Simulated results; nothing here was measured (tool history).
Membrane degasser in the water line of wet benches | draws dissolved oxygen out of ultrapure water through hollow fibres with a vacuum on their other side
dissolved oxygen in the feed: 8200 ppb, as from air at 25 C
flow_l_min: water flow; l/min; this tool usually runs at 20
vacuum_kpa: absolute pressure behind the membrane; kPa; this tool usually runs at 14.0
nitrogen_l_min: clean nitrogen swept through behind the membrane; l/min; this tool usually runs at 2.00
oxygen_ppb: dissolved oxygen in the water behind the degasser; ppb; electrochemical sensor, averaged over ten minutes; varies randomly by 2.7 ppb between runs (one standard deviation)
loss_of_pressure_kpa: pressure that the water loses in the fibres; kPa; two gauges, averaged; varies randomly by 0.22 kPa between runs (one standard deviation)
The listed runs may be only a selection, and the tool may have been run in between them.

Run 1, hour 0.0: usual settings. Result: oxygen_ppb 265.7 ppb, loss_of_pressure_kpa 53.99 kPa.
Run 2, hour 86.2: usual settings. Result: oxygen_ppb 266.7 ppb, loss_of_pressure_kpa 53.67 kPa.
Run 3, hour 189.4: usual settings. Result: oxygen_ppb 262.8 ppb, loss_of_pressure_kpa 54.07 kPa.
Run 4, hour 323.4: usual settings. Result: oxygen_ppb 266.1 ppb, loss_of_pressure_kpa 53.72 kPa.
Run 5, hour 378.9: usual settings but vacuum_kpa 22.0 kPa. Result: oxygen_ppb 437.5 ppb, loss_of_pressure_kpa 53.83 kPa.
Run 6, hour 505.4: usual settings but vacuum_kpa 22.0 kPa, nitrogen_l_min 1.31 l/min. Result: oxygen_ppb 627.5 ppb, loss_of_pressure_kpa 53.96 kPa.
Run 7, hour 564.8: usual settings but vacuum_kpa 22.0 kPa, nitrogen_l_min 1.31 l/min. Result: oxygen_ppb 630.4 ppb, loss_of_pressure_kpa 53.55 kPa.
Run 8, hour 652.1: usual settings but vacuum_kpa 22.0 kPa, nitrogen_l_min 1.31 l/min. Result: oxygen_ppb 627.9 ppb, loss_of_pressure_kpa 53.18 kPa.
Run 9, hour 758.0: usual settings but vacuum_kpa 22.0 kPa, nitrogen_l_min 1.31 l/min. Result: oxygen_ppb 635.4 ppb, loss_of_pressure_kpa 53.19 kPa.
Run 10, hour 895.3: usual settings but flow_l_min 15 l/min, vacuum_kpa 22.0 kPa, nitrogen_l_min 1.31 l/min. Result: oxygen_ppb 485.9 ppb, loss_of_pressure_kpa 39.94 kPa.
Run 11, hour 991.6: usual settings but flow_l_min 15 l/min, vacuum_kpa 22.0 kPa, nitrogen_l_min 1.31 l/min. Result: oxygen_ppb 482.7 ppb, loss_of_pressure_kpa 40.04 kPa.
Run 12, hour 1091.3: usual settings but flow_l_min 15 l/min, vacuum_kpa 8.6 kPa, nitrogen_l_min 1.31 l/min. Result: oxygen_ppb 149.9 ppb, loss_of_pressure_kpa 39.45 kPa.
Run 13, hour 1208.3: usual settings but flow_l_min 18 l/min. Result: oxygen_ppb 237.8 ppb, loss_of_pressure_kpa 47.59 kPa.
Run 14, hour 1267.2: usual settings but flow_l_min 18 l/min. Result: oxygen_ppb 238.6 ppb, loss_of_pressure_kpa 47.84 kPa.
Run 15, hour 1367.6: usual settings but flow_l_min 18 l/min. Result: oxygen_ppb 238.4 ppb, loss_of_pressure_kpa 47.78 kPa.
At hour 1460.2: vacuum gauge calibrated.
Run 16, hour 1489.8: usual settings but flow_l_min 18 l/min. Result: oxygen_ppb 240.0 ppb, loss_of_pressure_kpa 47.60 kPa.
At hour 1545.1: seals of the vacuum lines changed.
Run 17, hour 1568.6: usual settings but flow_l_min 15 l/min, vacuum_kpa 11.8 kPa, nitrogen_l_min 2.06 l/min. Result: oxygen_ppb 154.3 ppb, loss_of_pressure_kpa 39.71 kPa.
Run 18, hour 1660.3: usual settings but flow_l_min 13 l/min, vacuum_kpa 26.4 kPa, nitrogen_l_min 2.33 l/min. Result: oxygen_ppb 300.7 ppb, loss_of_pressure_kpa 34.44 kPa.
Run 19, hour 1744.1: usual settings but flow_l_min 18 l/min, vacuum_kpa 14.3 kPa, nitrogen_l_min 2.77 l/min. Result: oxygen_ppb 186.0 ppb, loss_of_pressure_kpa 48.12 kPa.
Run 20, hour 1842.8: usual settings but flow_l_min 24 l/min, vacuum_kpa 22.4 kPa, nitrogen_l_min 0.84 l/min. Result: oxygen_ppb 1071.2 ppb, loss_of_pressure_kpa 63.78 kPa.
Run 21, hour 1975.5: usual settings but vacuum_kpa 10.5 kPa, nitrogen_l_min 2.92 l/min. Result: oxygen_ppb 139.1 ppb, loss_of_pressure_kpa 52.48 kPa.
Run 22, hour 2078.1: usual settings but vacuum_kpa 12.8 kPa, nitrogen_l_min 2.92 l/min. Result: oxygen_ppb 173.2 ppb, loss_of_pressure_kpa 52.41 kPa.
Run 23, hour 2135.6: usual settings but flow_l_min 23 l/min, vacuum_kpa 12.5 kPa, nitrogen_l_min 1.39 l/min. Result: oxygen_ppb 373.5 ppb, loss_of_pressure_kpa 60.58 kPa.
Run 24, hour 2208.9: usual settings but flow_l_min 23 l/min, vacuum_kpa 20.4 kPa, nitrogen_l_min 2.47 l/min. Result: oxygen_ppb 406.2 ppb, loss_of_pressure_kpa 60.59 kPa.
Run 25, hour 2302.2: usual settings but flow_l_min 29 l/min, vacuum_kpa 17.0 kPa, nitrogen_l_min 2.11 l/min. Result: oxygen_ppb 482.7 ppb, loss_of_pressure_kpa 76.04 kPa.
Run 26, hour 2421.3: usual settings but flow_l_min 29 l/min, vacuum_kpa 17.0 kPa, nitrogen_l_min 2.11 l/min. Result: oxygen_ppb 494.8 ppb, loss_of_pressure_kpa 76.45 kPa.
Run 27, hour 2542.3: usual settings but flow_l_min 29 l/min, vacuum_kpa 17.0 kPa, nitrogen_l_min 2.11 l/min. Result: oxygen_ppb 490.6 ppb, loss_of_pressure_kpa 76.13 kPa.
Run 28, hour 2680.1: usual settings but flow_l_min 29 l/min, vacuum_kpa 17.0 kPa, nitrogen_l_min 1.60 l/min. Result: oxygen_ppb 601.9 ppb, loss_of_pressure_kpa 76.75 kPa.
Run 29, hour 2740.5: usual settings but flow_l_min 29 l/min, vacuum_kpa 17.0 kPa, nitrogen_l_min 1.60 l/min. Result: oxygen_ppb 590.3 ppb, loss_of_pressure_kpa 76.29 kPa.
At hour 2767.4: gauge calibrated.
Run 30, hour 2854.7: usual settings but flow_l_min 13 l/min, vacuum_kpa 16.5 kPa, nitrogen_l_min 1.00 l/min. Result: oxygen_ppb 378.1 ppb, loss_of_pressure_kpa 34.89 kPa.
Run 31, hour 2934.9: usual settings but flow_l_min 15 l/min, vacuum_kpa 25.4 kPa, nitrogen_l_min 4.09 l/min. Result: oxygen_ppb 203.3 ppb, loss_of_pressure_kpa 40.44 kPa.

Below are 4 alternative next runs, each starting from the tool's condition after run 31. Predict each:
Run A, hour 3052.9: usual settings but vacuum_kpa 14.6 kPa, nitrogen_l_min 0.97 l/min. Result: oxygen_ppb ?, loss_of_pressure_kpa ?.
Run B, hour 3052.9: usual settings but flow_l_min 21 l/min, vacuum_kpa 21.0 kPa, nitrogen_l_min 5.78 l/min. Result: oxygen_ppb ?, loss_of_pressure_kpa ?.
Run C, hour 3052.9: usual settings but vacuum_kpa 19.2 kPa, nitrogen_l_min 1.95 l/min. Result: oxygen_ppb ?, loss_of_pressure_kpa ?.
Run D, hour 3052.9: usual settings but flow_l_min 24 l/min, vacuum_kpa 21.9 kPa, nitrogen_l_min 4.09 l/min. Result: oxygen_ppb ?, loss_of_pressure_kpa ?.

run  oxygen_ppb  loss_of_pressure_kpa
  A       518.1                 53.80
  B       182.2                 56.21
  C       394.1                 53.76
  D       295.8                 64.62
Take away the tool's hidden state, keep each run's random variation, and the runs would have read:
run  oxygen_ppb  loss_of_pressure_kpa
  A       517.9                 53.88
  B       182.1                 56.30
  C       393.9                 53.84
  D       295.6                 64.72
